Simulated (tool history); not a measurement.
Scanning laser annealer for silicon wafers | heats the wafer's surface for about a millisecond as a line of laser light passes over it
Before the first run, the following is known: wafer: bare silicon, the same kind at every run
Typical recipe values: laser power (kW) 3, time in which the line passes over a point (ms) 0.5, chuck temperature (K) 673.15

run   hour  laser power (kW)  time in which the line passes over a point (ms)  chuck temperature (K)  highest temperature of the surface (K)
  1      0                 3                                              0.5                 673.15                                 1493.15
  2   24.1             3.184                                              0.5                 673.15                                 1540.15
  3   47.3                 3                                              0.5                 709.15                                 1535.15
  4   58.4                 3                                              0.5                 709.15                                 1527.15
  5   80.2                 3                                              0.5                 709.15                                 1527.15
  6   98.4                 3                                            0.474                 709.15                                 1507.15
  7  113.5                 3                                            0.474                 709.15                                 1507.15
  8  134.5                 3                                            0.474                 709.15                                 1508.15
     137.9  -- window over the wafer cleaned
  9  155.2                 3                                            0.474                 711.15                                 1525.15
 10  178.1                 3                                            0.474                 711.15                                 1525.15
 11  192.3                 3                                            0.474                 711.15                                 1527.15
 12  208.7                 3                                            0.474                 711.15                                 1522.15

Run 13 is up next; what results do you expect?
 13  227.4                 3                                            0.474                 711.15                                       ?

Run 13 yielded highest temperature of the surface (K) 1527.15.
With no hidden state in the tool, this same run would have given highest temperature of the surface (K) 1535.15.
